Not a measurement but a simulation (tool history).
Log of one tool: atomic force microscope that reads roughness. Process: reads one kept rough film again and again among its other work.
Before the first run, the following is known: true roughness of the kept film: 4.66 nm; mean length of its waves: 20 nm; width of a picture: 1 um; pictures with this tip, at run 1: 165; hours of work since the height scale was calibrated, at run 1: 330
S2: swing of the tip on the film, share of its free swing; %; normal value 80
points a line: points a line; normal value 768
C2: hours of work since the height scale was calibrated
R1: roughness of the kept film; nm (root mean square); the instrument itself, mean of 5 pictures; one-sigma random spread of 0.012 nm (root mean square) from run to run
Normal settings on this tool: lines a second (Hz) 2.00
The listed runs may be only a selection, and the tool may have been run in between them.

Run 1, hour 0.0: usual settings; pictures with this tip 165; C2 330. Result: R1 1.913 nm (root mean square).
Run 2, hour 24.2: usual settings but S2 81 %; pictures with this tip 193; C2 343. Result: R1 1.812 nm (root mean square).
Run 3, hour 52.1: usual settings but S2 81 %; pictures with this tip 227; C2 357. Result: R1 1.697 nm (root mean square).
At hour 64.9: new tip fitted.
Run 4, hour 89.5: usual settings but S2 81 %; pictures with this tip 29; C2 376. Result: R1 2.535 nm (root mean square).
Run 5, hour 114.8: usual settings; pictures with this tip 59; C2 388. Result: R1 2.324 nm (root mean square).
Run 6, hour 141.1: usual settings; pictures with this tip 90; C2 402. Result: R1 2.134 nm (root mean square).
Run 7, hour 170.7: usual settings; pictures with this tip 126; C2 417. Result: R1 1.951 nm (root mean square).
Run 8, hour 202.6: usual settings; pictures with this tip 164; C2 433. Result: R1 1.798 nm (root mean square).
Run 9, hour 226.7: usual settings but S2 57 %; pictures with this tip 193; C2 445. Result: R1 1.978 nm (root mean square).
Run 10, hour 252.9: usual settings but S2 57 %; pictures with this tip 224; C2 459. Result: R1 1.846 nm (root mean square).
At hour 269.5: new tip fitted.
Run 11, hour 279.6: usual settings; pictures with this tip 12; C2 472. Result: R1 2.715 nm (root mean square).
Run 12, hour 311.9: usual settings; pictures with this tip 51; C2 488. Result: R1 2.448 nm (root mean square).
Run 13, hour 332.7: usual settings but lines a second (Hz) 0.56; pictures with this tip 76; C2 499. Result: R1 2.620 nm (root mean square).
Run 14, hour 368.2: usual settings but points a line 377; pictures with this tip 118; C2 517. Result: R1 2.014 nm (root mean square).
Run 15, hour 385.0: usual settings but points a line 377; pictures with this tip 138; C2 526. Result: R1 1.938 nm (root mean square).
At hour 389.3: height scale calibrated on a step standard.
Run 16, hour 420.5: usual settings but lines a second (Hz) 3.44, points a line 377; pictures with this tip 179; C2 16. Result: R1 1.560 nm (root mean square).
Run 17, hour 456.1: usual settings but points a line 794; pictures with this tip 222; C2 34. Result: R1 1.657 nm (root mean square).
At hour 473.2: new tip fitted.
Run 18, hour 484.4: usual settings but lines a second (Hz) 3.45, points a line 794; pictures with this tip 13; C2 48. Result: R1 2.389 nm (root mean square).
Run 19, hour 515.8: usual settings; pictures with this tip 51; C2 64. Result: R1 2.437 nm (root mean square).
Run 20, hour 549.7: usual settings; pictures with this tip 91; C2 81. Result: R1 2.200 nm (root mean square).
Run 21, hour 572.6: usual settings; pictures with this tip 118; C2 93. Result: R1 2.082 nm (root mean square).
Run 22, hour 593.2: usual settings but S2 67 %; pictures with this tip 143; C2 103. Result: R1 2.150 nm (root mean square).
At hour 607.6: height scale calibrated on a step standard, once more.
Run 23, hour 631.3: usual settings but S2 67 %; pictures with this tip 187; C2 12. Result: R1 1.974 nm (root mean square).
Run 24, hour 648.9: usual settings but S2 84 %; pictures with this tip 208; C2 21. Result: R1 1.648 nm (root mean square).
At hour 676.8: new tip fitted.
Run 25, hour 677.2: usual settings but lines a second (Hz) 2.98, S2 89 %, points a line 759; pictures with this tip 1; C2 35. Result: R1 2.288 nm (root mean square).
Run 26, hour 695.7: usual settings but lines a second (Hz) 0.61, S2 59 %, points a line 427; pictures with this tip 23; C2 45. Result: R1 3.144 nm (root mean square).
Run 27, hour 723.1: usual settings but lines a second (Hz) 3.30, S2 58 %, points a line 427; pictures with this tip 55; C2 59. Result: R1 2.674 nm (root mean square).
Run 28, hour 739.5: usual settings but S2 58 %, points a line 387; pictures with this tip 75; C2 67. Result: R1 2.614 nm (root mean square).
Run 29, hour 757.3: usual settings but S2 60 %, points a line 348; pictures with this tip 96; C2 76. Result: R1 2.420 nm (root mean square).
Run 30, hour 773.8: usual settings but lines a second (Hz) 3.96; pictures with this tip 116; C2 84. Result: R1 1.746 nm (root mean square).
Run 31, hour 796.3: usual settings but lines a second (Hz) 3.96; pictures with this tip 143; C2 96. Result: R1 1.645 nm (root mean square).
Run 32, hour 830.6: usual settings but lines a second (Hz) 3.96; pictures with this tip 184; C2 113. Result: R1 1.506 nm (root mean square).
Run 33, hour 849.1: usual settings but lines a second (Hz) 2.26; pictures with this tip 206; C2 123. Result: R1 1.689 nm (root mean square).
Run 34, hour 874.2: usual settings but lines a second (Hz) 0.54, points a line 681; pictures with this tip 236; C2 135. Result: R1 1.845 nm (root mean square).
At hour 877.9: new tip fitted.
Run 35, hour 892.4: usual settings but S2 70 %; pictures with this tip 17; C2 144. Result: R1 2.897 nm (root mean square).
Run 36, hour 919.4: usual settings but S2 70 %; pictures with this tip 49; C2 158. Result: R1 2.668 nm (root mean square).
Run 37, hour 937.7: usual settings but S2 73 %, points a line 357; pictures with this tip 71; C2 167. Result: R1 2.411 nm (root mean square).
Run 38, hour 956.0: usual settings but S2 73 %, points a line 489; pictures with this tip 93; C2 177. Result: R1 2.299 nm (root mean square).
Run 39, hour 989.0: usual settings but S2 71 %, points a line 663; pictures with this tip 132; C2 194. Result: R1 2.127 nm (root mean square).
Run 40, hour 1020.0: usual settings but points a line 320; pictures with this tip 169; C2 209. Result: R1 1.794 nm (root mean square).
Run 41, hour 1055.9: usual settings but lines a second (Hz) 1.72, S2 61 %, points a line 274; pictures with this tip 212; C2 228. Result: R1 1.869 nm (root mean square).
At hour 1079.9: new tip fitted.
Run 42, hour 1090.1: usual settings but lines a second (Hz) 0.88, points a line 865; pictures with this tip 13; C2 245. Result: R1 3.006 nm (root mean square).
Run 43, hour 1122.8: usual settings but lines a second (Hz) 1.09, points a line 865; pictures with this tip 52; C2 261. Result: R1 2.663 nm (root mean square).
Run 44, hour 1160.3: usual settings but lines a second (Hz) 1.01, points a line 889; pictures with this tip 96; C2 280. Result: R1 2.375 nm (root mean square).
Run 45, hour 1197.5: usual settings but lines a second (Hz) 0.86, S2 61 %, points a line 269; pictures with this tip 141; C2 299. Result: R1 2.254 nm (root mean square).
Run 46, hour 1220.1: usual settings but lines a second (Hz) 0.86, S2 61 %, points a line 269; pictures with this tip 168; C2 311. Result: R1 2.110 nm (root mean square).
Run 47, hour 1236.6: usual settings but lines a second (Hz) 0.78, S2 89 %; pictures with this tip 187; C2 319. Result: R1 1.914 nm (root mean square).

How the hidden state differs across the entries between the runs, from the last listed run before each to the first after it:
Run 3 -> run 4: new tip fitted (hour 64.9)
  radius of the tip, nm: 26.3 -> 10.5; height scale over the true one, %: -0.26 -> -0.27
  the result without the hidden state subtracted from the measured one, R1: -1.148 -> -0.318 nm (root mean square)
Run 10 -> run 11: new tip fitted (hour 269.5)
  radius of the tip, nm: 29.6 -> 8.6; height scale over the true one, %: -0.33 -> -0.35
  the result without the hidden state subtracted from the measured one, R1: -1.463 -> -0.160 nm (root mean square)
Run 15 -> run 16: height scale calibrated on a step standard (hour 389.3)
  radius of the tip, nm: 20.2 -> 23.9; height scale over the true one, %: -0.38 -> -0.51
  the result without the hidden state subtracted from the measured one, R1: -0.899 -> -0.929 nm (root mean square)
Run 17 -> run 18: new tip fitted (hour 473.2)
  radius of the tip, nm: 27.9 -> 8.5; height scale over the true one, %: -0.52 -> -0.54
  the result without the hidden state subtracted from the measured one, R1: -1.220 -> -0.137 nm (root mean square)
Run 22 -> run 23: height scale calibrated on a step standard, once more (hour 607.6)
  radius of the tip, nm: 20.5 -> 24.5; height scale over the true one, %: -0.57 -> 0.01
  the result without the hidden state subtracted from the measured one, R1: -1.028 -> -1.206 nm (root mean square)
Run 24 -> run 25: new tip fitted (hour 676.8)
  radius of the tip, nm: 26.4 -> 7.3; height scale over the true one, %: 0 -> -0.01
  the result without the hidden state subtracted from the measured one, R1: -1.114 -> -0.026 nm (root mean square)
Run 34 -> run 35: new tip fitted (hour 877.9)
  radius of the tip, nm: 29.6 -> 8.9; height scale over the true one, %: -0.08 -> -0.09
  the result without the hidden state subtracted from the measured one, R1: -1.457 -> -0.198 nm (root mean square)
Run 41 -> run 42: new tip fitted (hour 1079.9)
  radius of the tip, nm: 27.3 -> 8.7; height scale over the true one, %: -0.15 -> -0.16
  the result without the hidden state subtracted from the measured one, R1: -1.331 -> -0.183 nm (root mean square)
